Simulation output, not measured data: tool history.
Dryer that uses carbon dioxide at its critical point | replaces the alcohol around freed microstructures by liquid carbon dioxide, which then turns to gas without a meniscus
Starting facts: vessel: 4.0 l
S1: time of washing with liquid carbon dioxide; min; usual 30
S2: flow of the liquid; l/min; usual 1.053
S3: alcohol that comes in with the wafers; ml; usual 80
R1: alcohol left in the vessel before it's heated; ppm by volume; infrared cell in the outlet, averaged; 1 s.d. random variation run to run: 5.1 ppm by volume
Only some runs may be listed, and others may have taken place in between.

run 1 day=0.000 | S1=30 S2=1.053 S3=80 | R1=126
run 2 day=0.446 | S1=30 S2=1.053 S3=80 | R1=125
run 3 day=0.846 | S1=30 S2=1.053 S3=80 | R1=121
run 4 day=1.383 | S1=30 S2=1.053 S3=80 | R1=117
run 5 day=1.700 | S1=30 S2=1.053 S3=80 | R1=137
run 6 day=1.942 | S1=25 S2=0.920 S3=80 | R1=364
run 7 day=2.396 | S1=30 S2=1.170 S3=33 | R1=78
run 8 day=2.812 | S1=33 S2=0.700 S3=33 | R1=193
run 9 day=3.342 | S1=25 S2=0.810 S3=33 | R1=278

Run 10 is up next; what results do you expect?
run 10 day=3.733 | S1=25 S2=0.810 S3=38 | R1=?

R1: 317 ppm by volume
The same run, on a tool lacking any hidden state, would have yielded R1 238 ppm by volume.
